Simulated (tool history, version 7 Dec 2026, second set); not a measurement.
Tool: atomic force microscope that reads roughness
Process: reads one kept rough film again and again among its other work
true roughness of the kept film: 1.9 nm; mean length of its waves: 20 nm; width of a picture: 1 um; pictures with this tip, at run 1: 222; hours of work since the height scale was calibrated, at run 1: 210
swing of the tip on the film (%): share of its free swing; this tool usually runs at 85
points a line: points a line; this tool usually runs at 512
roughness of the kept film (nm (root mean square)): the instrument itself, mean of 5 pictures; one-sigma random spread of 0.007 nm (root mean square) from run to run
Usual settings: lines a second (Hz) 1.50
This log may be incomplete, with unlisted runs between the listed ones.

run	hour	lines a second (Hz)	swing of the tip on the film (%)	points a line	pictures with this tip	hours of work since the height scale was calibrated	roughness of the kept film (nm (root mean square))
1	0.0	1.50	85	512	222	210	1.295
2	10.7	1.50	85	512	237	217	1.273
3	30.9	1.50	85	512	265	228	1.266
4	47.9	1.50	85	512	289	238	1.251
5	61.3	1.50	85	512	308	246	1.247
6	82.2	1.50	85	512	337	258	1.226
7	102.7	1.50	74	512	366	270	1.287
8	112.1	1.50	63	512	379	276	1.341
# hour 117.0: new tip fitted
9	129.5	0.68	85	512	18	286	1.546
10	146.6	1.50	85	512	42	295	1.399
11	156.7	1.17	85	512	56	301	1.441
12	169.1	1.17	85	512	73	309	1.439
13	182.7	1.17	85	512	92	317	1.419
14	200.0	1.50	85	512	116	327	1.343
15	213.9	1.50	85	512	136	335	1.356
16	231.4	3.76	85	286	160	345	1.088
17	243.4	3.76	56	286	177	352	1.401
18	254.5	1.05	67	390	193	358	1.464
19	269.4	1.05	67	390	214	367	1.440
20	282.3	1.50	85	374	232	375	1.281
21	294.1	3.30	76	374	248	381	1.201
22	303.0	3.30	76	374	261	387	1.210
23	322.3	3.30	57	477	288	398	1.349
24	340.5	3.30	57	477	313	408	1.353
25	354.4	3.30	57	477	333	417	1.346
26	374.9	3.30	89	896	361	429	0.982
27	384.7	1.66	63	980	375	434	1.354
# hour 392.5: new tip fitted
28	401.0	1.28	85	499	12	443	1.457
29	418.5	0.94	56	483	37	454	1.616
30	439.8	0.94	65	292	66	466	1.530

Alternative continuations, all from the tool just after run 30; predict every row:
A	450.0	0.63	87	677	81	472	?
B	450.0	0.68	57	335	81	472	?
C	450.0	0.80	85	256	81	472	?
D	450.0	3.97	63	271	81	472	?
E	450.0	0.75	85	324	81	472	?

run	roughness of the kept film (nm (root mean square))
A	1.509
B	1.556
C	1.435
D	1.380
E	1.464
With the hidden condition removed and each run's random variation left untouched, the same runs would have given:
run	roughness of the kept film (nm (root mean square))
A	1.556
B	1.605
C	1.480
D	1.424
E	1.510
